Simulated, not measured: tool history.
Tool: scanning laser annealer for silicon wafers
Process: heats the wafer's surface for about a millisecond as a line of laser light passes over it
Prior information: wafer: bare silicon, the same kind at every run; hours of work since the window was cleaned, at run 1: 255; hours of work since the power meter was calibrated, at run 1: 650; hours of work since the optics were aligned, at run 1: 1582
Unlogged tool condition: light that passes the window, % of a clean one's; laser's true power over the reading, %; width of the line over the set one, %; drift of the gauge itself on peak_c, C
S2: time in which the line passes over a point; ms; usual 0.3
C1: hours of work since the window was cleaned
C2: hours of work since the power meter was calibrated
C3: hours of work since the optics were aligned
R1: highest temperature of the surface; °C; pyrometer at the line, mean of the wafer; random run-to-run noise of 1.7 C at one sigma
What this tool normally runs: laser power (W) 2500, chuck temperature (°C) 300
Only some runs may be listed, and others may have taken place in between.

Run 1, hour 0: usual settings; C1 255; C2 650; C3 1582. Result: R1 1087 °C.
Run 2, hour 12.7: usual settings; C1 263; C2 658; C3 1590. Result: R1 1090 °C.
Run 3, hour 23.5: usual settings; C1 269; C2 664; C3 1597. Result: R1 1086 °C.
Run 4, hour 43: usual settings; C1 281; C2 677; C3 1609. Result: R1 1085 °C.
Run 5, hour 66.4: usual settings; C1 296; C2 691; C3 1623. Result: R1 1087 °C.
Run 6, hour 86.3: usual settings; C1 308; C2 703; C3 1636. Result: R1 1084 °C.
Run 7, hour 104.8: usual settings but chuck temperature (°C) 294; C1 320; C2 715; C3 1647. Result: R1 1075 °C.
Run 8, hour 121.6: usual settings but chuck temperature (°C) 294; C1 330; C2 725; C3 1658. Result: R1 1079 °C.
Run 9, hour 134.8: usual settings but chuck temperature (°C) 294; C1 339; C2 734; C3 1666. Result: R1 1075 °C.
Run 10, hour 158.6: usual settings but S2 0.256 ms; C1 353; C2 748; C3 1681. Result: R1 1013 °C.
Run 11, hour 184: usual settings; C1 369; C2 764; C3 1696. Result: R1 1082 °C.
Run 12, hour 209.7: usual settings but chuck temperature (°C) 287; C1 385; C2 780; C3 1712. Result: R1 1068 °C.
Run 13, hour 228.9: usual settings but chuck temperature (°C) 287; C1 397; C2 792; C3 1724. Result: R1 1071 °C.
Run 14, hour 251.9: usual settings but chuck temperature (°C) 287; C1 411; C2 806; C3 1739. Result: R1 1069 °C.
Run 15, hour 277.9: usual settings but chuck temperature (°C) 290; C1 428; C2 823; C3 1755. Result: R1 1071 °C.
Run 16, hour 297: usual settings but laser power (W) 2445; C1 439; C2 834; C3 1767. Result: R1 1061 °C.
Run 17, hour 309.6: usual settings but laser power (W) 2445; C1 447; C2 842; C3 1775. Result: R1 1060 °C.
Run 18, hour 330: usual settings but laser power (W) 2445, S2 0.367 ms, chuck temperature (°C) 330; C1 460; C2 855; C3 1787. Result: R1 1186 °C.

Run 19 comes next. What will it give?
Run 19, hour 350.5: usual settings but laser power (W) 2445, S2 0.367 ms, chuck temperature (°C) 330; C1 473; C2 868; C3 1800. Result: R1 ?.

Logged for run 19: R1 1187 °C.
Were there no unlogged condition in the tool, this run, its random variation unchanged, would have produced R1 1221 °C.
